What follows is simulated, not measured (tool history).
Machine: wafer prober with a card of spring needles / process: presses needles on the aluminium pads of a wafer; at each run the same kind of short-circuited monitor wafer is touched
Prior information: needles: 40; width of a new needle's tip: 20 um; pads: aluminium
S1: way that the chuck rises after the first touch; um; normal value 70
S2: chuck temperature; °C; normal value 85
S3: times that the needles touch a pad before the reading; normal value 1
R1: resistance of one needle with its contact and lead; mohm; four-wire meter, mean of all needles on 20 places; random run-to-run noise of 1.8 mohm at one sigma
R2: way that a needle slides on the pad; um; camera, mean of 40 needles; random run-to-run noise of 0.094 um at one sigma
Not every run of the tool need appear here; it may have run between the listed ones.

run,hour,S1,S2,S3,R1,R2
1,0.0,70,85,1,207,13.27
# hour 5.5: tips cleaned on abrasive film
# hour 11.0: tips cleaned on abrasive film
# hour 17.8: tips cleaned on abrasive film
# hour 23.3: tips cleaned on abrasive film
# hour 28.8: tips cleaned on abrasive film
2,34.0,70,85,1,224,13.17
# hour 35.4: tips cleaned on abrasive film
# hour 42.3: tips cleaned on abrasive film
# hour 47.7: tips cleaned on abrasive film
# hour 53.2: tips cleaned on abrasive film
# hour 58.7: tips cleaned on abrasive film
# hour 64.2: tips cleaned on abrasive film
# hour 69.7: tips cleaned on abrasive film
# hour 76.6: tips cleaned on abrasive film
# hour 82.1: tips cleaned on abrasive film
# hour 88.9: tips cleaned on abrasive film
3,90.6,70,85,1,210,12.95
# hour 94.7: tips cleaned on abrasive film
# hour 100.2: tips cleaned on abrasive film
# hour 107.1: tips cleaned on abrasive film
# hour 113.9: tips cleaned on abrasive film
# hour 119.4: tips cleaned on abrasive film
# hour 126.3: tips cleaned on abrasive film
4,129.4,56,85,1,237,10.25
# hour 132.2: tips cleaned on abrasive film
# hour 137.7: tips cleaned on abrasive film
# hour 143.2: tips cleaned on abrasive film
# hour 150.1: tips cleaned on abrasive film
# hour 156.9: tips cleaned on abrasive film
# hour 157.2: height of the first contact set anew
5,159.8,56,85,1,224,10.74
# hour 163.9: tips cleaned on abrasive film
# hour 170.8: tips cleaned on abrasive film
# hour 177.6: tips cleaned on abrasive film
# hour 183.1: tips cleaned on abrasive film
6,184.4,56,85,1,219,10.83
# hour 189.9: tips cleaned on abrasive film
# hour 195.4: tips cleaned on abrasive film
# hour 200.9: tips cleaned on abrasive film
# hour 207.8: tips cleaned on abrasive film
7,207.9,70,85,1,193,13.31
# hour 213.4: tips cleaned on abrasive film
# hour 218.9: tips cleaned on abrasive film
# hour 224.4: tips cleaned on abrasive film
# hour 231.3: tips cleaned on abrasive film
# hour 236.8: tips cleaned on abrasive film
# hour 242.2: tips cleaned on abrasive film
# hour 249.1: tips cleaned on abrasive film
# hour 254.6: tips cleaned on abrasive film
# hour 260.1: tips cleaned on abrasive film
8,260.5,70,85,1,191,13.36
# hour 266.0: tips cleaned on abrasive film
# hour 271.5: tips cleaned on abrasive film
# hour 278.4: tips cleaned on abrasive film
# hour 285.2: tips cleaned on abrasive film
# hour 290.7: tips cleaned on abrasive film
# hour 296.2: tips cleaned on abrasive film
# hour 303.0: tips cleaned on abrasive film
9,305.6,70,85,1,213,13.22
# hour 309.7: tips cleaned on abrasive film
# hour 315.2: tips cleaned on abrasive film
# hour 320.7: tips cleaned on abrasive film
# hour 327.6: tips cleaned on abrasive film
# hour 334.4: tips cleaned on abrasive film
# hour 339.9: tips cleaned on abrasive film
10,340.8,70,85,1,204,13.19
# hour 346.3: tips cleaned on abrasive film
# hour 353.1: tips cleaned on abrasive film
# hour 358.6: tips cleaned on abrasive film
# hour 364.1: tips cleaned on abrasive film
# hour 371.0: tips cleaned on abrasive film
# hour 377.8: tips cleaned on abrasive film
# hour 384.7: tips cleaned on abrasive film
11,387.2,74,47,3,190,13.59
# hour 391.3: tips cleaned on abrasive film
# hour 396.8: tips cleaned on abrasive film
# hour 403.7: tips cleaned on abrasive film
# hour 409.2: tips cleaned on abrasive film
# hour 416.0: tips cleaned on abrasive film
# hour 422.9: tips cleaned on abrasive film
12,425.5,74,47,3,191,13.66
# hour 429.6: tips cleaned on abrasive film
# hour 433.9: height of the first contact set anew
# hour 435.4: tips cleaned on abrasive film
# hour 440.9: tips cleaned on abrasive film
# hour 446.4: tips cleaned on abrasive film
# hour 451.9: tips cleaned on abrasive film
# hour 457.4: tips cleaned on abrasive film
# hour 464.2: tips cleaned on abrasive film
# hour 469.7: tips cleaned on abrasive film
# hour 476.6: tips cleaned on abrasive film
13,479.6,80,85,2,201,15.13
# hour 482.4: tips cleaned on abrasive film
# hour 487.9: tips cleaned on abrasive film
# hour 494.7: tips cleaned on abrasive film
# hour 501.6: tips cleaned on abrasive film
# hour 507.1: tips cleaned on abrasive film
# hour 513.9: tips cleaned on abrasive film
# hour 520.8: tips cleaned on abrasive film
# hour 526.3: tips cleaned on abrasive film
14,529.6,56,79,2,224,10.65
# hour 532.4: tips cleaned on abrasive film
# hour 537.9: tips cleaned on abrasive film
# hour 544.8: tips cleaned on abrasive film
# hour 551.6: tips cleaned on abrasive film
# hour 557.1: tips cleaned on abrasive film
# hour 563.9: tips cleaned on abrasive film
# hour 569.4: tips cleaned on abrasive film
# hour 574.9: tips cleaned on abrasive film
# hour 580.4: tips cleaned on abrasive film
15,584.8,86,79,2,202,16.10
# hour 586.2: tips cleaned on abrasive film
# hour 591.7: tips cleaned on abrasive film
# hour 598.6: tips cleaned on abrasive film
# hour 605.4: tips cleaned on abrasive film
# hour 610.9: tips cleaned on abrasive film
# hour 616.4: tips cleaned on abrasive film
16,617.8,58,45,1,213,10.69
# hour 623.3: tips cleaned on abrasive film
# hour 630.1: tips cleaned on abrasive film
# hour 635.6: tips cleaned on abrasive film
# hour 641.1: tips cleaned on abrasive film
17,642.8,85,55,1,198,15.90

Forecast each of these 5 alternatives for the next run:
# hour 646.9: tips cleaned on abrasive film
# hour 653.7: tips cleaned on abrasive film
# hour 660.6: tips cleaned on abrasive film
# hour 666.1: tips cleaned on abrasive film
# hour 671.6: tips cleaned on abrasive film
# hour 677.1: tips cleaned on abrasive film
# hour 683.5: tips cleaned on abrasive film
A,683.5,85,123,2,?,?
# hour 646.9: tips cleaned on abrasive film
# hour 653.7: tips cleaned on abrasive film
# hour 660.6: tips cleaned on abrasive film
# hour 666.1: tips cleaned on abrasive film
# hour 671.6: tips cleaned on abrasive film
# hour 677.1: tips cleaned on abrasive film
# hour 683.5: tips cleaned on abrasive film
B,683.5,62,121,1,?,?
# hour 646.9: tips cleaned on abrasive film
# hour 653.7: tips cleaned on abrasive film
# hour 660.6: tips cleaned on abrasive film
# hour 666.1: tips cleaned on abrasive film
# hour 671.6: tips cleaned on abrasive film
# hour 677.1: tips cleaned on abrasive film
# hour 683.5: tips cleaned on abrasive film
C,683.5,74,85,2,?,?
# hour 646.9: tips cleaned on abrasive film
# hour 653.7: tips cleaned on abrasive film
# hour 660.6: tips cleaned on abrasive film
# hour 666.1: tips cleaned on abrasive film
# hour 671.6: tips cleaned on abrasive film
# hour 677.1: tips cleaned on abrasive film
# hour 683.5: tips cleaned on abrasive film
D,683.5,70,87,2,?,?
# hour 646.9: tips cleaned on abrasive film
# hour 653.7: tips cleaned on abrasive film
# hour 660.6: tips cleaned on abrasive film
# hour 666.1: tips cleaned on abrasive film
# hour 671.6: tips cleaned on abrasive film
# hour 677.1: tips cleaned on abrasive film
# hour 683.5: tips cleaned on abrasive film
E,683.5,80,115,2,?,?

run,R1,R2
A,201,15.96
B,213,11.26
C,197,13.74
D,199,12.84
E,200,15.01
Had the tool no hidden state, the same runs would have come out as:
run,R1,R2
A,195,16.55
B,200,11.83
C,190,14.31
D,190,13.41
E,193,15.60

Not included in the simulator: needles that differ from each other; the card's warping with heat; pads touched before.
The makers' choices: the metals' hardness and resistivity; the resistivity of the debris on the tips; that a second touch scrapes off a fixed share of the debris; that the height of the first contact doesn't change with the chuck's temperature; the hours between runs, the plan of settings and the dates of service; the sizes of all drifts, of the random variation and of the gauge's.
